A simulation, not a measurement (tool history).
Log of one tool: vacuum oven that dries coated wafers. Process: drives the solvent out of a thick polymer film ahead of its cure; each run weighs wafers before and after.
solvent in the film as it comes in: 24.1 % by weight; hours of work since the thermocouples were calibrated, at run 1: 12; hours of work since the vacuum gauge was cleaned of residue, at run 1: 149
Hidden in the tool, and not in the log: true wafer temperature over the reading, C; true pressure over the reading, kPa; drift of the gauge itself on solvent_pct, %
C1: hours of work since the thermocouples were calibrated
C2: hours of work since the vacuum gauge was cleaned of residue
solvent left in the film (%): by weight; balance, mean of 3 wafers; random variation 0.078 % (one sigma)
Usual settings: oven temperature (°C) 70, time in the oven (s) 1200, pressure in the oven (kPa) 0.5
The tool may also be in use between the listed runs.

{"run": 1, "hour": 0.0, "oven temperature (°C)": 70, "time in the oven (s)": 1200, "pressure in the oven (kPa)": 0.5, "C1": 12, "C2": 149, "solvent left in the film (%)": 6.05}
{"run": 2, "hour": 13.7, "oven temperature (°C)": 70, "time in the oven (s)": 1200, "pressure in the oven (kPa)": 0.5, "C1": 18, "C2": 155, "solvent left in the film (%)": 5.91}
{"run": 3, "hour": 19.8, "oven temperature (°C)": 70, "time in the oven (s)": 1200, "pressure in the oven (kPa)": 0.5, "C1": 20, "C2": 157, "solvent left in the film (%)": 5.94}
{"run": 4, "hour": 32.8, "oven temperature (°C)": 70, "time in the oven (s)": 1200, "pressure in the oven (kPa)": 0.5, "C1": 26, "C2": 163, "solvent left in the film (%)": 5.92}
{"run": 5, "hour": 46.2, "oven temperature (°C)": 56, "time in the oven (s)": 1200, "pressure in the oven (kPa)": 0.5, "C1": 31, "C2": 168, "solvent left in the film (%)": 12.31}
{"run": 6, "hour": 55.2, "oven temperature (°C)": 70, "time in the oven (s)": 1200, "pressure in the oven (kPa)": 0.5, "C1": 35, "C2": 172, "solvent left in the film (%)": 5.99}
{"run": 7, "hour": 62.7, "oven temperature (°C)": 70, "time in the oven (s)": 1200, "pressure in the oven (kPa)": 0.5, "C1": 38, "C2": 175, "solvent left in the film (%)": 5.69}
{"run": 8, "hour": 72.9, "oven temperature (°C)": 70, "time in the oven (s)": 1200, "pressure in the oven (kPa)": 0.362, "C1": 42, "C2": 179, "solvent left in the film (%)": 5.71}
{"run": 9, "hour": 85.0, "oven temperature (°C)": 70, "time in the oven (s)": 1860, "pressure in the oven (kPa)": 0.5, "C1": 47, "C2": 184, "solvent left in the film (%)": 3.09}
{"run": 10, "hour": 96.2, "oven temperature (°C)": 78, "time in the oven (s)": 1860, "pressure in the oven (kPa)": 0.5, "C1": 52, "C2": 189, "solvent left in the film (%)": 1.05}
{"run": 11, "hour": 106.6, "oven temperature (°C)": 78, "time in the oven (s)": 1860, "pressure in the oven (kPa)": 0.5, "C1": 56, "C2": 193, "solvent left in the film (%)": 1.11}
{"run": 12, "hour": 119.5, "oven temperature (°C)": 78, "time in the oven (s)": 1860, "pressure in the oven (kPa)": 0.5, "C1": 62, "C2": 199, "solvent left in the film (%)": 1.1}
{"run": 13, "hour": 127.5, "oven temperature (°C)": 78, "time in the oven (s)": 1860, "pressure in the oven (kPa)": 0.5, "C1": 65, "C2": 202, "solvent left in the film (%)": 1.1}
{"run": 14, "hour": 135.9, "oven temperature (°C)": 78, "time in the oven (s)": 1860, "pressure in the oven (kPa)": 0.5, "C1": 68, "C2": 205, "solvent left in the film (%)": 1.16}
{"run": 15, "hour": 146.0, "oven temperature (°C)": 78, "time in the oven (s)": 1860, "pressure in the oven (kPa)": 0.5, "C1": 73, "C2": 210, "solvent left in the film (%)": 1.13}
{"run": 16, "hour": 156.4, "oven temperature (°C)": 78, "time in the oven (s)": 1860, "pressure in the oven (kPa)": 0.5, "C1": 77, "C2": 214, "solvent left in the film (%)": 1.22}
{"run": 17, "hour": 169.6, "oven temperature (°C)": 70, "time in the oven (s)": 1200, "pressure in the oven (kPa)": 0.5, "C1": 82, "C2": 219, "solvent left in the film (%)": 6.01}
{"run": 18, "hour": 180.6, "oven temperature (°C)": 70, "time in the oven (s)": 1200, "pressure in the oven (kPa)": 0.5, "C1": 87, "C2": 224, "solvent left in the film (%)": 5.93}
{"run": 19, "hour": 193.3, "oven temperature (°C)": 70, "time in the oven (s)": 1200, "pressure in the oven (kPa)": 0.5, "C1": 92, "C2": 229, "solvent left in the film (%)": 5.95}
{"run": 20, "hour": 205.9, "oven temperature (°C)": 70, "time in the oven (s)": 1200, "pressure in the oven (kPa)": 0.5, "C1": 97, "C2": 234, "solvent left in the film (%)": 5.85}
{"run": 21, "hour": 218.7, "oven temperature (°C)": 70, "time in the oven (s)": 1200, "pressure in the oven (kPa)": 0.5, "C1": 103, "C2": 240, "solvent left in the film (%)": 5.85}
{"run": 22, "hour": 229.8, "oven temperature (°C)": 70, "time in the oven (s)": 1200, "pressure in the oven (kPa)": 0.5, "C1": 107, "C2": 244, "solvent left in the film (%)": 5.82}
{"run": 23, "hour": 236.7, "oven temperature (°C)": 70, "time in the oven (s)": 1200, "pressure in the oven (kPa)": 0.5, "C1": 110, "C2": 247, "solvent left in the film (%)": 5.9}
{"run": 24, "hour": 246.2, "oven temperature (°C)": 70, "time in the oven (s)": 1200, "pressure in the oven (kPa)": 0.5, "C1": 114, "C2": 251, "solvent left in the film (%)": 5.92}
{"run": 25, "hour": 256.9, "oven temperature (°C)": 69, "time in the oven (s)": 1200, "pressure in the oven (kPa)": 0.5, "C1": 118, "C2": 255, "solvent left in the film (%)": 6.32}
{"run": 26, "hour": 266.3, "oven temperature (°C)": 67, "time in the oven (s)": 1080, "pressure in the oven (kPa)": 0.5, "C1": 122, "C2": 259, "solvent left in the film (%)": 8.05}
{"run": 27, "hour": 273.3, "oven temperature (°C)": 67, "time in the oven (s)": 1080, "pressure in the oven (kPa)": 0.5, "C1": 125, "C2": 262, "solvent left in the film (%)": 7.96}
{"run": 28, "hour": 285.7, "oven temperature (°C)": 67, "time in the oven (s)": 1140, "pressure in the oven (kPa)": 1.388, "C1": 130, "C2": 267, "solvent left in the film (%)": 8.11}
{"run": 29, "hour": 297.0, "oven temperature (°C)": 70, "time in the oven (s)": 1320, "pressure in the oven (kPa)": 0.338, "C1": 135, "C2": 272, "solvent left in the film (%)": 5.2}
{"run": 30, "hour": 306.9, "oven temperature (°C)": 70, "time in the oven (s)": 660, "pressure in the oven (kPa)": 1.305, "C1": 139, "C2": 276, "solvent left in the film (%)": 10.31}
{"run": 31, "hour": 315.7, "oven temperature (°C)": 60, "time in the oven (s)": 1260, "pressure in the oven (kPa)": 1.19, "C1": 143, "C2": 280, "solvent left in the film (%)": 10.82}
{"run": 32, "hour": 326.1, "oven temperature (°C)": 66, "time in the oven (s)": 1140, "pressure in the oven (kPa)": 0.292, "C1": 147, "C2": 284, "solvent left in the film (%)": 8.02}
{"run": 33, "hour": 338.5, "oven temperature (°C)": 66, "time in the oven (s)": 1140, "pressure in the oven (kPa)": 1.489, "C1": 152, "C2": 289, "solvent left in the film (%)": 8.69}
{"run": 34, "hour": 344.8, "oven temperature (°C)": 66, "time in the oven (s)": 1140, "pressure in the oven (kPa)": 1.489, "C1": 155, "C2": 292, "solvent left in the film (%)": 8.46}
{"run": 35, "hour": 358.5, "oven temperature (°C)": 66, "time in the oven (s)": 1140, "pressure in the oven (kPa)": 1.489, "C1": 160, "C2": 297, "solvent left in the film (%)": 8.7}
{"run": 36, "hour": 367.8, "oven temperature (°C)": 57, "time in the oven (s)": 1140, "pressure in the oven (kPa)": 1.489, "C1": 164, "C2": 301, "solvent left in the film (%)": 12.76}
{"run": 37, "hour": 381.4, "oven temperature (°C)": 57, "time in the oven (s)": 1140, "pressure in the oven (kPa)": 1.489, "C1": 170, "C2": 307, "solvent left in the film (%)": 12.47}
{"run": 38, "hour": 392.7, "oven temperature (°C)": 57, "time in the oven (s)": 1260, "pressure in the oven (kPa)": 1.278, "C1": 174, "C2": 311, "solvent left in the film (%)": 11.94}

Forecast run 39:
{"run": 39, "hour": 403.1, "oven temperature (°C)": 57, "time in the oven (s)": 1260, "pressure in the oven (kPa)": 1.278, "C1": 179, "C2": 316, "solvent left in the film (%)": "?"}

Run 39 gave solvent left in the film (%) 12.26.
Without the tool's hidden state the same run would have given solvent left in the film (%) 12.26.

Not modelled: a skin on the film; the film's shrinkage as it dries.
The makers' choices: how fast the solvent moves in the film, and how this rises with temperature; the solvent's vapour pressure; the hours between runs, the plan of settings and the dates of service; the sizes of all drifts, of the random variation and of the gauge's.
